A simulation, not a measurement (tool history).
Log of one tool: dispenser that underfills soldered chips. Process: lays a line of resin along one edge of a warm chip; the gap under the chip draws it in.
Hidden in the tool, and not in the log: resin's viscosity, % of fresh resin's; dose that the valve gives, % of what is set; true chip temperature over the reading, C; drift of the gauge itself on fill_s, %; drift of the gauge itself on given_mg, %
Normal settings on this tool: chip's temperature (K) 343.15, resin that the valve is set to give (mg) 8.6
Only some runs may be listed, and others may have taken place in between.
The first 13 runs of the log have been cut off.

run	day	chip's temperature (K)	resin that the valve is set to give (mg)	hours of work since the syringe was changed	hours of work since the valve was cleaned	hours of work since the stage was calibrated	time until the resin shows at the far edge (s)	resin that the valve gave (mg)
14	3.058	345.15	8.6	3	3	205	234.5	8.59
15	3.329	353.15	8.6	8	8	209	217.3	8.57
# day 3.55: new syringe of resin
16	3.612	353.15	8.6	1	12	214	175.1	8.52
17	3.758	353.15	8.6	4	15	217	189.7	8.51
18	3.917	353.15	8.6	6	18	219	212.3	8.39
19	4.208	337.15	7.61	11	23	224	434.8	7.4
# day 4.242: new syringe of resin
20	4.362	348.15	10.13	2	25	227	203.5	9.9
21	4.55	348.15	10.13	5	28	230	226.1	9.88
22	4.729	348.15	10.13	9	32	233	260.1	9.97
23	4.896	343.15	11.16	11	34	236	336.8	10.69
# day 4.921: new syringe of resin
24	5.038	353.15	10.65	2	37	239	171.5	10.22
25	5.275	353.15	10.65	6	41	243	204.2	10.34
26	5.533	357.15	10.32	11	45	247	214.6	9.95
# day 5.6: new syringe of resin
27	5.821	334.15	9.13	4	50	252	338.2	8.77
28	6.108	357.15	8.8	9	55	257	205.7	8.32
# day 6.283: new syringe of resin
29	6.304	348.15	9.5	0	58	260	192.6	9.03
30	6.562	348.15	9.5	5	63	265	226.1	8.87
# day 6.717: dispensing valve cleaned and set on the balance
31	6.729	348.15	9.5	7	0	267	242	9.54
32	6.942	348.15	9.5	11	4	271	281.6	9.49
# day 7.004: new syringe of resin
33	7.146	348.15	9.5	2	7	274	204.4	9.49
34	7.271	348.15	9.5	5	9	276	221.2	9.63
35	7.558	342.15	10.26	10	15	281	320.8	10.17

Below are 5 alternative next runs, each starting from the tool's condition after run 35. Predict each:
# day 7.692: new syringe of resin
A	7.712	330.15	10.62	0	17	284	?	?
# day 7.692: new syringe of resin
B	7.712	345.15	8.22	0	17	284	?	?
# day 7.692: new syringe of resin
C	7.712	348.15	8	0	17	284	?	?
# day 7.692: new syringe of resin
D	7.712	341.15	11.08	0	17	284	?	?
# day 7.692: new syringe of resin
E	7.712	343.15	8.61	0	17	284	?	?

run	time until the resin shows at the far edge (s)	resin that the valve gave (mg)
A	322.7	10.54
B	208.6	8.14
C	187.4	8
D	227.7	10.96
E	218.6	8.47
The same runs, with their run-to-run variation unchanged, on a tool lacking any hidden condition would have given:
run	time until the resin shows at the far edge (s)	resin that the valve gave (mg)
A	340.4	10.68
B	218.5	8.25
C	196	8.11
D	239.4	11.11
E	229.2	8.59
